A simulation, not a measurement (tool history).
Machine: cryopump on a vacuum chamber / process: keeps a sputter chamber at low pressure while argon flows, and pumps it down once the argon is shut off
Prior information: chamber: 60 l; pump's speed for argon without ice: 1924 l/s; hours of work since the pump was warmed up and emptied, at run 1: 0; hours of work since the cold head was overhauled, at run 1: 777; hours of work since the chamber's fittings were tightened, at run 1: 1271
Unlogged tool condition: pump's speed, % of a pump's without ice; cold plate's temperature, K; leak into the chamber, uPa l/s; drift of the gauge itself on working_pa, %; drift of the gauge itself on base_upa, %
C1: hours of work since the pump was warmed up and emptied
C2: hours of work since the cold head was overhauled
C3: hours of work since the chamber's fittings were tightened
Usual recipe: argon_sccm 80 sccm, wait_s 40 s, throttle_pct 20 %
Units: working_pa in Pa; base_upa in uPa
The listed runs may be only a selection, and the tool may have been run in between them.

{"run": 1, "hour": 0.0, "argon_sccm": 80, "wait_s": 40, "throttle_pct": 20, "C1": 0, "C2": 777, "C3": 1271, "working_pa": 0.351, "base_upa": 1.5}
{"run": 2, "hour": 69.6, "argon_sccm": 80, "wait_s": 295, "throttle_pct": 20, "C1": 48, "C2": 826, "C3": 1319, "working_pa": 0.3547, "base_upa": 0.97}
{"run": 3, "hour": 175.7, "argon_sccm": 80, "wait_s": 40, "throttle_pct": 20, "C1": 122, "C2": 899, "C3": 1393, "working_pa": 0.3566, "base_upa": 1.64}
{"run": 4, "hour": 244.0, "argon_sccm": 80, "wait_s": 40, "throttle_pct": 47, "C1": 169, "C2": 947, "C3": 1440, "working_pa": 0.1564, "base_upa": 1.69}
{"run": 5, "hour": 375.1, "argon_sccm": 80, "wait_s": 40, "throttle_pct": 47, "C1": 260, "C2": 1038, "C3": 1531, "working_pa": 0.1603, "base_upa": 1.84}
{"hour": 502.7, "done": "pump warmed up, emptied and cooled again"}
{"run": 6, "hour": 504.4, "argon_sccm": 80, "wait_s": 40, "throttle_pct": 47, "C1": 1, "C2": 1124, "C3": 1617, "working_pa": 0.1511, "base_upa": 1.75}
{"run": 7, "hour": 578.6, "argon_sccm": 80, "wait_s": 40, "throttle_pct": 18, "C1": 53, "C2": 1175, "C3": 1669, "working_pa": 0.3952, "base_upa": 1.83}
{"run": 8, "hour": 687.4, "argon_sccm": 80, "wait_s": 40, "throttle_pct": 18, "C1": 128, "C2": 1251, "C3": 1744, "working_pa": 0.3972, "base_upa": 1.9}
{"run": 9, "hour": 746.6, "argon_sccm": 80, "wait_s": 40, "throttle_pct": 18, "C1": 169, "C2": 1292, "C3": 1785, "working_pa": 0.3991, "base_upa": 1.92}
{"run": 10, "hour": 877.5, "argon_sccm": 80, "wait_s": 40, "throttle_pct": 18, "C1": 260, "C2": 1383, "C3": 1876, "working_pa": 0.4031, "base_upa": 1.96}
{"run": 11, "hour": 988.3, "argon_sccm": 80, "wait_s": 40, "throttle_pct": 18, "C1": 337, "C2": 1459, "C3": 1953, "working_pa": 0.4036, "base_upa": 2.12}
{"hour": 1007.7, "done": "pump warmed up, emptied and cooled again"}
{"run": 12, "hour": 1048.8, "argon_sccm": 80, "wait_s": 40, "throttle_pct": 38, "C1": 29, "C2": 1498, "C3": 1992, "working_pa": 0.1892, "base_upa": 1.98}
{"run": 13, "hour": 1130.4, "argon_sccm": 61, "wait_s": 95, "throttle_pct": 44, "C1": 85, "C2": 1555, "C3": 2048, "working_pa": 0.1252, "base_upa": 1.6}
{"run": 14, "hour": 1227.6, "argon_sccm": 61, "wait_s": 197, "throttle_pct": 46, "C1": 153, "C2": 1622, "C3": 2116, "working_pa": 0.1224, "base_upa": 1.49}
{"run": 15, "hour": 1330.9, "argon_sccm": 61, "wait_s": 197, "throttle_pct": 46, "C1": 224, "C2": 1694, "C3": 2187, "working_pa": 0.1248, "base_upa": 1.63}
{"run": 16, "hour": 1447.2, "argon_sccm": 69, "wait_s": 35, "throttle_pct": 38, "C1": 305, "C2": 1774, "C3": 2268, "working_pa": 0.171, "base_upa": 2.44}
{"hour": 1513.9, "done": "pump warmed up, emptied and cooled again"}
{"run": 17, "hour": 1569.4, "argon_sccm": 70, "wait_s": 85, "throttle_pct": 55, "C1": 38, "C2": 1856, "C3": 2349, "working_pa": 0.115, "base_upa": 1.82}
{"run": 18, "hour": 1671.4, "argon_sccm": 70, "wait_s": 85, "throttle_pct": 55, "C1": 109, "C2": 1926, "C3": 2420, "working_pa": 0.1168, "base_upa": 1.82}
{"run": 19, "hour": 1803.6, "argon_sccm": 70, "wait_s": 85, "throttle_pct": 55, "C1": 201, "C2": 2018, "C3": 2512, "working_pa": 0.1194, "base_upa": 1.94}
{"run": 20, "hour": 1878.6, "argon_sccm": 155, "wait_s": 23, "throttle_pct": 19, "C1": 253, "C2": 2070, "C3": 2564, "working_pa": 0.74, "base_upa": 2.98}

Measured result minus the same run's result without the hidden state. Both carry the same run-to-run variation, though not necessarily the same gauge scatter:
run=1 working_pa=+0.0012 base_upa=+0.65
run=2 working_pa=+0.003 base_upa=+0.7
run=3 working_pa=+0.0056 base_upa=+0.76
run=4 working_pa=+0.0072 base_upa=+0.81
run=5 working_pa=+0.0107 base_upa=+0.93
run=6 working_pa=+0.0016 base_upa=+0.84
run=7 working_pa=+0.0033 base_upa=+0.91
run=8 working_pa=+0.0058 base_upa=+0.99
run=9 working_pa=+0.0073 base_upa=+1.03
run=10 working_pa=+0.0108 base_upa=+1.1
run=11 working_pa=+0.0142 base_upa=+1.24
run=12 working_pa=+0.0031 base_upa=+1.09
run=13 working_pa=+0.0039 base_upa=+1.12
run=14 working_pa=+0.0058 base_upa=+1.18
run=15 working_pa=+0.0079 base_upa=+1.33
run=16 working_pa=+0.0115 base_upa=+1.44
run=17 working_pa=+0.0027 base_upa=+1.28
run=18 working_pa=+0.0048 base_upa=+1.33
run=19 working_pa=+0.0079 base_upa=+1.45
run=20 working_pa=+0.0214 base_upa=+1.55
